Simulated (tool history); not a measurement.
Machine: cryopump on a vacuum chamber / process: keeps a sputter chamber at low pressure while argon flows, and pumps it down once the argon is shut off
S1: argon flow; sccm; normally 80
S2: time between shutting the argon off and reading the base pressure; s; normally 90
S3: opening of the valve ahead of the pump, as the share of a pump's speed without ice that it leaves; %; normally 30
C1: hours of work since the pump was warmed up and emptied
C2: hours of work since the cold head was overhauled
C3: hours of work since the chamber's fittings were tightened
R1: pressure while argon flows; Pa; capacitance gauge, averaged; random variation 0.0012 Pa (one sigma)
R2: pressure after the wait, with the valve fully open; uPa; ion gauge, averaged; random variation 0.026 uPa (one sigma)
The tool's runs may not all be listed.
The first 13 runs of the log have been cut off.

| run | hour | S1 | S2 | S3 | C1 | C2 | C3 | R1 | R2 |
|---|---|---|---|---|---|---|---|---|---|
| 14 | 594 | 96 | 90 | 30 | 266 | 2299 | 1683 | 0.3431 | 1.31 |
| 15 | 656.2 | 96 | 90 | 30 | 315 | 2348 | 1732 | 0.3442 | 1.32 |
| 16 | 700.5 | 96 | 90 | 30 | 351 | 2383 | 1768 | 0.3468 | 1.36 |
| 17 | 757 | 96 | 90 | 30 | 396 | 2429 | 1813 | 0.349 | 1.38 |
| 18 | 811.6 | 67 | 187 | 30 | 439 | 2472 | 1856 | 0.2445 | 0.86 |
| 19 | 860.7 | 93 | 104 | 22 | 478 | 2511 | 1895 | 0.4573 | 1.27 |
| 20 | 915.5 | 58 | 49 | 22 | 522 | 2555 | 1939 | 0.2866 | 2.16 |
| 21 | 954.6 | 44 | 22 | 46 | 553 | 2586 | 1970 | 0.1108 | 4.51 |
| 22 | 991.4 | 89 | 22 | 26 | 583 | 2615 | 2000 | 0.3795 | 4.44 |
| 23 | 1051.4 | 40 | 270 | 30 | 631 | 2663 | 2047 | 0.1502 | 0.75 |
| 24 | 1081.9 | 41 | 93 | 30 | 655 | 2688 | 2072 | 0.1543 | 1.32 |
| 25 | 1129.2 | 140 | 23 | 20 | 693 | 2725 | 2110 | 0.7713 | 4.06 |
| 26 | 1163 | 140 | 23 | 20 | 720 | 2752 | 2136 | 0.7719 | 4.23 |
| 27 | 1218.3 | 68 | 135 | 55 | 764 | 2796 | 2181 | 0.1518 | 1.14 |
| 28 | 1249.8 | 68 | 135 | 55 | 789 | 2821 | 2206 | 0.1538 | 1.15 |
| 29 | 1300.2 | 80 | 247 | 46 | 829 | 2862 | 2246 | 0.2149 | 0.87 |
| 30 | 1360.7 | 46 | 251 | 34 | 877 | 2910 | 2294 | 0.1608 | 0.88 |
| 31 | 1397 | 46 | 251 | 49 | 906 | 2939 | 2323 | 0.1188 | 0.87 |

Run 32 is up next; what results do you expect?
| 32 | 1424.9 | 66 | 28 | 44 | 928 | 2961 | 2345 | ? | ? |

{"run 32": {"R1": 0.1878, "R2": 3.66}}
Minus the tool's unlogged condition, the same run would have read R1 0.1554 Pa, R2 3.31 uPa.
